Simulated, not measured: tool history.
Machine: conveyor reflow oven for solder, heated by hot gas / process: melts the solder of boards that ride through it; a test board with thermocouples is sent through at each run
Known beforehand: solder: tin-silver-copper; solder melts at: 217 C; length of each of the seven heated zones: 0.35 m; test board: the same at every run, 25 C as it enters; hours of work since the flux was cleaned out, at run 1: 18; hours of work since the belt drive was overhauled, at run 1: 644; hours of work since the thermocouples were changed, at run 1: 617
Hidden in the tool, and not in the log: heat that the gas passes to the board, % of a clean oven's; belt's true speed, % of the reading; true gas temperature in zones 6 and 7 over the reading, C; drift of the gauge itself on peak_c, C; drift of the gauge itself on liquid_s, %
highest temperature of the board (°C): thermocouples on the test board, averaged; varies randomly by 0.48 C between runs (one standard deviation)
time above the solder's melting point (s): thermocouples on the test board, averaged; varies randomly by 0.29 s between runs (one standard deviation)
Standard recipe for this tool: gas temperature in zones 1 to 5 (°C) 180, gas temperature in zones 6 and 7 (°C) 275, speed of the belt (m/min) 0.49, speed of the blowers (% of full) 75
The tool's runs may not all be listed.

run	day	gas temperature in zones 1 to 5 (°C)	gas temperature in zones 6 and 7 (°C)	speed of the belt (m/min)	speed of the blowers (% of full)	hours of work since the flux was cleaned out	hours of work since the belt drive was overhauled	hours of work since the thermocouples were changed	highest temperature of the board (°C)	time above the solder's melting point (s)
1	0	180	275	0.49	75	18	644	617	258.6	71.9
2	0.992	180	275	0.49	75	32	659	632	258.7	71.8
3	1.733	180	275	0.49	75	43	670	643	259.8	72
4	2.429	193	275	0.49	75	54	680	653	262	79.2
5	3.488	180	275	0.49	75	70	696	669	259.4	71.3
6	4.821	180	275	0.49	75	90	716	689	258.4	71
7	5.808	180	275	0.49	75	104	731	704	259.2	71.4
8	6.892	180	275	0.445	75	121	747	720	261.3	81.5
9	8.254	180	275	0.49	53	141	767	740	251	64
10	9.442	180	275	0.49	53	159	785	758	251.4	63.6
11	10.558	180	275	0.49	53	175	802	775	250.7	63.4
12	11.588	175	275	0.49	53	191	817	790	249.7	60.1
13	12.633	175	275	0.49	53	207	833	806	249.8	60.3
14	13.575	188	275	0.49	75	221	847	820	260.6	76
15	14.921	188	275	0.49	75	241	867	840	260.1	76
16	15.65	194	276	0.398	87	252	878	851	268.7	103

Run 17 comes next. What will it give?
17	16.904	170	280	0.478	59	270	897	869	?	?

{"run 17": {"highest temperature of the board (°C)": 256.6, "time above the solder's melting point (s)": 66.5}}
Take away the tool's hidden state, keep the run-to-run variation as it was, and the same run would have given highest temperature of the board (°C) 256.9, time above the solder's melting point (s) 66.6.

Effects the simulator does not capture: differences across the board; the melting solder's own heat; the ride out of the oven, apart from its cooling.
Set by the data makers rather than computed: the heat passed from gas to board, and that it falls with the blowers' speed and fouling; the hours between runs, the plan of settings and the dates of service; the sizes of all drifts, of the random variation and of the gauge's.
